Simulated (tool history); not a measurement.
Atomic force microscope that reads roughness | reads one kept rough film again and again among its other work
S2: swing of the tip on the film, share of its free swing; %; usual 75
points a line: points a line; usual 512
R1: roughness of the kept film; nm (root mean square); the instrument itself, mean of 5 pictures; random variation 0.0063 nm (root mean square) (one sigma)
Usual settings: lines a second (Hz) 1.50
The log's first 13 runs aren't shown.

Run 14, hour 261.3: usual settings. Result: R1 1.184 nm (root mean square).
Run 15, hour 274.7: usual settings. Result: R1 1.174 nm (root mean square).
Run 16, hour 290.2: usual settings. Result: R1 1.166 nm (root mean square).
Run 17, hour 313.0: usual settings but S2 69 %. Result: R1 1.191 nm (root mean square).
Run 18, hour 328.5: usual settings but S2 69 %. Result: R1 1.170 nm (root mean square).
Run 19, hour 348.1: usual settings but S2 69 %. Result: R1 1.160 nm (root mean square).
Run 20, hour 373.5: usual settings. Result: R1 1.103 nm (root mean square).
Run 21, hour 395.8: usual settings. Result: R1 1.090 nm (root mean square).
At hour 400.4: new tip fitted.
Run 22, hour 417.1: usual settings but S2 65 %. Result: R1 1.252 nm (root mean square).
Run 23, hour 443.6: usual settings but S2 65 %. Result: R1 1.228 nm (root mean square).
Run 24, hour 456.8: usual settings but lines a second (Hz) 0.58. Result: R1 1.230 nm (root mean square).
Run 25, hour 479.8: usual settings but lines a second (Hz) 0.58. Result: R1 1.223 nm (root mean square).
Run 26, hour 503.0: usual settings but lines a second (Hz) 0.58. Result: R1 1.207 nm (root mean square).
Run 27, hour 526.4: usual settings but lines a second (Hz) 0.58. Result: R1 1.215 nm (root mean square).
Run 28, hour 543.4: usual settings but lines a second (Hz) 2.34, S2 57 %. Result: R1 1.158 nm (root mean square).
At hour 564.2: new tip fitted.
Run 29, hour 566.8: usual settings but lines a second (Hz) 0.61, S2 84 %, points a line 838. Result: R1 1.254 nm (root mean square).
Run 30, hour 586.6: usual settings but lines a second (Hz) 0.61, S2 84 %, points a line 838. Result: R1 1.240 nm (root mean square).
Run 31, hour 604.8: usual settings but lines a second (Hz) 2.05, S2 84 %, points a line 292. Result: R1 1.032 nm (root mean square).

Forecast run 32:
Run 32, hour 619.2: usual settings but lines a second (Hz) 2.05, S2 84 %, points a line 292. Result: R1 ?.

R1: 1.016 nm (root mean square)
Without the tool's hidden state the same run would have given R1 1.048 nm (root mean square).

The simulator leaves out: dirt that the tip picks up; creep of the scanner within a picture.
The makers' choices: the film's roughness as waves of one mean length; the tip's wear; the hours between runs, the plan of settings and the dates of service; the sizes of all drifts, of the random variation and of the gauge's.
